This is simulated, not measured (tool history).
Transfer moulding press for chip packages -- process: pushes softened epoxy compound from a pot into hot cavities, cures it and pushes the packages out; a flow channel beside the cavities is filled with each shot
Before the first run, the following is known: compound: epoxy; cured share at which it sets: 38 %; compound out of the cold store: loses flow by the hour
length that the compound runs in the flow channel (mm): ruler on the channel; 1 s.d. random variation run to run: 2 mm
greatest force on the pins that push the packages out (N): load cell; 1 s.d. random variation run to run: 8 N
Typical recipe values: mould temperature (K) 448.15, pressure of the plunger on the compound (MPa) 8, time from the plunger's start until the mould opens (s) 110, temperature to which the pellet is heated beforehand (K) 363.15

| run | day | mould temperature (K) | pressure of the plunger on the compound (MPa) | time from the plunger's start until the mould opens (s) | temperature to which the pellet is heated beforehand (K) | incoming compound's hours out of the cold store | length that the compound runs in the flow channel (mm) | greatest force on the pins that push the packages out (N) |
|---|---|---|---|---|---|---|---|---|
| 1 | 0 | 448.15 | 8 | 110 | 363.15 | 32.1 | 696 | 461 |
| 2 | 0.558 | 448.15 | 8 | 110 | 363.15 | 18.2 | 742 | 484 |
|  | 0.729 | cavities cleaned with cleaning compound and waxed |
| 3 | 1.129 | 448.15 | 8 | 92 | 363.15 | 28.4 | 707 | 464 |
| 4 | 1.45 | 448.15 | 8 | 110 | 369.15 | 40.4 | 670 | 400 |
| 5 | 2.129 | 448.15 | 8 | 110 | 363.15 | 36.4 | 680 | 450 |
|  | 2.388 | plunger's sealing rings changed |
| 6 | 2.808 | 448.15 | 8 | 110 | 363.15 | 37.5 | 687 | 461 |
|  | 2.975 | cavities cleaned with cleaning compound and waxed |
| 7 | 3.446 | 448.15 | 8.81 | 110 | 363.15 | 40.1 | 715 | 387 |
| 8 | 3.925 | 448.15 | 8.81 | 110 | 363.15 | 28.3 | 753 | 417 |
| 9 | 4.417 | 448.15 | 8.81 | 110 | 363.15 | 20.9 | 775 | 449 |
| 10 | 4.75 | 448.15 | 8.81 | 110 | 363.15 | 17.3 | 792 | 472 |
|  | 5.125 | cavities cleaned with cleaning compound and waxed |
| 11 | 5.242 | 445.15 | 7.68 | 96 | 371.15 | 17.4 | 745 | 509 |
| 12 | 5.554 | 456.15 | 7.68 | 119 | 363.15 | 30 | 676 | 361 |
| 13 | 6.05 | 456.15 | 7.68 | 119 | 363.15 | 22 | 703 | 386 |
| 14 | 6.579 | 443.15 | 9.37 | 141 | 370.15 | 33.8 | 766 | 429 |
| 15 | 6.871 | 448.15 | 7.99 | 110 | 355.15 | 27 | 718 | 466 |
|  | 7.254 | cavities cleaned with cleaning compound and waxed |
| 16 | 7.608 | 448.15 | 6.92 | 110 | 355.15 | 13.1 | 713 | 404 |
| 17 | 8.229 | 448.15 | 6.92 | 110 | 355.15 | 11.1 | 720 | 432 |
| 18 | 8.808 | 445.15 | 8 | 110 | 363.15 | 17.3 | 758 | 520 |
|  | 9.396 | cavities cleaned with cleaning compound and waxed |
| 19 | 9.512 | 450.15 | 8.9 | 128 | 357.15 | 29.3 | 742 | 364 |

Measured less the same run without the tool's hidden state. The same run-to-run variation is in both; the gauge's scatter may not be:
What the log doesn't record here: true mould temperature over the reading, C; pressure that reaches the compound, % of what is set; grip of the stained cavities, % over clean ones'; drift of the gauge itself on flow_mm, %; drift of the gauge itself on push_out_n, %.
| run | length that the compound runs in the flow channel (mm) | greatest force on the pins that push the packages out (N) |
|---|---|---|
| 1 | -10 | +109 |
| 2 | -12 | +136 |
| 3 | -12 | +53 |
| 4 | -11 | +58 |
| 5 | -12 | +99 |
| 6 | +0 | +126 |
| 7 | +0 | +40 |
| 8 | -1 | +72 |
| 9 | -1 | +101 |
| 10 | -2 | +121 |
| 11 | -2 | +39 |
| 12 | -3 | +33 |
| 13 | -3 | +63 |
| 14 | -4 | +96 |
| 15 | -4 | +117 |
| 16 | -5 | +41 |
| 17 | -5 | +79 |
| 18 | -6 | +130 |
| 19 | -7 | +19 |
